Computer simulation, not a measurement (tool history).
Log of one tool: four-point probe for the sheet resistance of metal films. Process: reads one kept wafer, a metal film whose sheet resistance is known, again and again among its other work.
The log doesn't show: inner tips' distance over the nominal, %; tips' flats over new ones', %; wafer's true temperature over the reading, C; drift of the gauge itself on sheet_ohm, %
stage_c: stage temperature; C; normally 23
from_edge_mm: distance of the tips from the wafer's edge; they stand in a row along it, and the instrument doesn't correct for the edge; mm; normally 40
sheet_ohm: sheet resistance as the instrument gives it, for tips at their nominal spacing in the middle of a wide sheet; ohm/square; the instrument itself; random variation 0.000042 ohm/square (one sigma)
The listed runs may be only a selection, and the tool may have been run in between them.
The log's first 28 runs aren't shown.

run	hour	stage_c	from_edge_mm	touches since the probe head was changed	hours of work since the stage's thermometer was calibrated	sheet_ohm
29	642.8	20	8	30279	276	0.21613
30	674.7	28	36	30951	301	0.212968
31	689	32	6	31251	312	0.215286
32	704.2	32	6	31570	324	0.215336
33	728.5	25	6	32083	343	0.216581
34	743.6	29	25	32400	355	0.212951
35	759.4	33	21	32731	367	0.212329
36	782.7	33	21	33222	386	0.212408
37	803.5	23	55	33658	402	0.21386
38	817.1	31	49	33944	413	0.212487
39	847.7	31	31	34587	436	0.212584
40	879.3	20	5	35252	461	0.218841
41	911.7	20	5	35934	487	0.218965
42	932.5	31	12	36370	503	0.213285
43	957.7	31	12	36900	522	0.213302
44	987.2	24	4	37520	546	0.220631

Forecast each of these 3 alternatives for the next run:
A	1005.9	25	4	37914	560	?
B	1005.9	18	3	37914	560	?
C	1005.9	24	4	37914	560	?

run	sheet_ohm
A	0.220564
B	0.226925
C	0.220718
Without the tool's unlogged condition, the same runs would have read:
run	sheet_ohm
A	0.218873
B	0.225185
C	0.219024
